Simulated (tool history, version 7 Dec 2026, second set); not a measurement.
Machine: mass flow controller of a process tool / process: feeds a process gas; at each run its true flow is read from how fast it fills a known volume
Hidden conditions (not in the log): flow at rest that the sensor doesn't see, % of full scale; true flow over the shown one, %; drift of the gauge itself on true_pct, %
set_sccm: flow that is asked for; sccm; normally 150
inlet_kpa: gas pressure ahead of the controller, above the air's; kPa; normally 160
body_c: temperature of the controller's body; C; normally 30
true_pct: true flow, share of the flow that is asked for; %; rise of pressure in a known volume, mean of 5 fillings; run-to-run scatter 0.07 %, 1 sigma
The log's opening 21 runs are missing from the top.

| run | day | set_sccm | inlet_kpa | body_c | hours of work since the controller was set to zero | hours of work since the controller was changed | true_pct |
|---|---|---|---|---|---|---|---|
| 22 | 55.992 | 98 | 154 | 29 | 96 | 3260 | 100.47 |
| 23 | 58.925 | 91 | 272 | 22 | 142 | 3306 | 100.46 |
| 24 | 62.575 | 99 | 230 | 30 | 200 | 3363 | 100.28 |
| 25 | 64.617 | 150 | 162 | 37 | 232 | 3395 | 99.61 |
| 26 | 66.983 | 63 | 141 | 38 | 269 | 3433 | 101.2 |
| 27 | 70.158 | 150 | 239 | 27 | 319 | 3483 | 100.06 |
|  | 72.296 | controller's zero set anew, once more |
| 28 | 73.9 | 152 | 155 | 32 | 25 | 3541 | 98.42 |
| 29 | 77.546 | 171 | 222 | 28 | 83 | 3599 | 98.66 |
| 30 | 79.729 | 63 | 213 | 26 | 117 | 3633 | 98.21 |
| 31 | 83.429 | 263 | 278 | 30 | 175 | 3692 | 98.82 |
| 32 | 86.05 | 263 | 278 | 30 | 217 | 3733 | 98.87 |

The next listed run, before its measurement:
| 33 | 89.025 | 263 | 278 | 30 | 264 | 3780 | ? |

{"run 33": {"true_pct": 98.76}}
With no hidden state in the tool, this same run would have given true_pct 98.04 %.

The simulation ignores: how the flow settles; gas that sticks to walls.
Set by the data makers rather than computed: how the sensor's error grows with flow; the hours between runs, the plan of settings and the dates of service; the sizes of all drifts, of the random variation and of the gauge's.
